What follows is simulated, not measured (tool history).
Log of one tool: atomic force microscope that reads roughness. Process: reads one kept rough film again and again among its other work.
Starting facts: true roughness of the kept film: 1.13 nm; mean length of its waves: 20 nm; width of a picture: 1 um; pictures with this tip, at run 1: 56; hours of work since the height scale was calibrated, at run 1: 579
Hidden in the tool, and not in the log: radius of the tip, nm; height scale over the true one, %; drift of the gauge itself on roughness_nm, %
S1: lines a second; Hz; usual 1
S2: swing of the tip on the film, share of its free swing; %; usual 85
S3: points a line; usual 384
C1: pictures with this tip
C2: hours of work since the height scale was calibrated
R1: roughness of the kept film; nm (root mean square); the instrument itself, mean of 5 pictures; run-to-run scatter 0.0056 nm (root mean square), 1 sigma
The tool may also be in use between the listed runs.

run,hour,S1,S2,S3,C1,C2,R1
1,0,1,85,384,56,579,0.99
2,29.4,1,75,384,98,593,0.999
3,45.4,1,75,384,121,601,0.997
# hour 51: new tip fitted
4,71.3,1,75,384,29,614,1.003
5,98.5,1,75,384,68,628,1.01
6,114,1,85,384,90,636,0.987
7,140,1,85,384,127,649,0.979
# hour 142.5: new tip fitted
8,155.3,1,85,384,19,656,0.994
9,172.7,1,85,384,44,665,0.987
10,203.7,1,83,384,88,680,0.994
11,228,1,83,384,123,692,0.995
# hour 233: new tip fitted
12,262.3,1,83,384,42,709,0.99
13,277.4,1,83,384,64,717,0.995
14,291.6,1,85,384,84,724,0.994
15,308.1,1,85,384,108,732,0.98
# hour 324.2: new tip fitted
16,330.8,1,85,384,10,744,0.981
17,358.8,1,85,384,50,758,0.999
18,373.1,1,85,384,70,765,0.986
19,391.6,1,58,438,97,774,1.016
# hour 414.9: new tip fitted
20,416.6,3.52,58,672,3,786,1.002
21,430.9,3.52,67,329,23,794,0.962
22,446.8,3.19,65,316,46,802,0.972
23,464.8,1.39,85,886,72,811,0.97
24,483.4,1.39,85,886,98,820,0.986
# hour 505: new tip fitted
25,512.6,0.52,57,277,10,834,0.999
26,538,0.59,75,363,47,847,1.019
27,567.6,0.59,75,363,89,862,1.001
28,594.1,1,64,281,127,875,1.005
# hour 596.9: new tip fitted
29,616.1,0.82,67,384,28,886,1.014
30,639.3,3.45,75,511,61,898,0.955
31,661.8,1.76,77,511,93,909,0.988
32,677.3,1.76,77,511,115,917,0.992
# hour 687.9: new tip fitted
33,707.4,0.88,74,477,28,932,1.014
34,739.7,1.7,74,508,74,948,0.999
35,773.2,1.7,74,508,122,965,0.998
# hour 777.6: new tip fitted
36,798.1,1.37,68,800,29,977,1.019

Consider 5 possible next runs. They are alternatives, not a sequence: every one starts from the tool as it was left by run 36. What does each give?
A,831.5,0.96,62,352,77,994,?
B,831.5,0.82,89,384,77,994,?
C,831.5,1.07,89,287,77,994,?
D,831.5,1.9,87,554,77,994,?
E,831.5,1.37,60,800,77,994,?

run,R1
A,1.004
B,0.978
C,0.955
D,0.954
E,1.03
With the hidden condition removed and each run's random variation left untouched, the same runs would have given:
run,R1
A,1.006
B,0.979
C,0.956
D,0.955
E,1.032
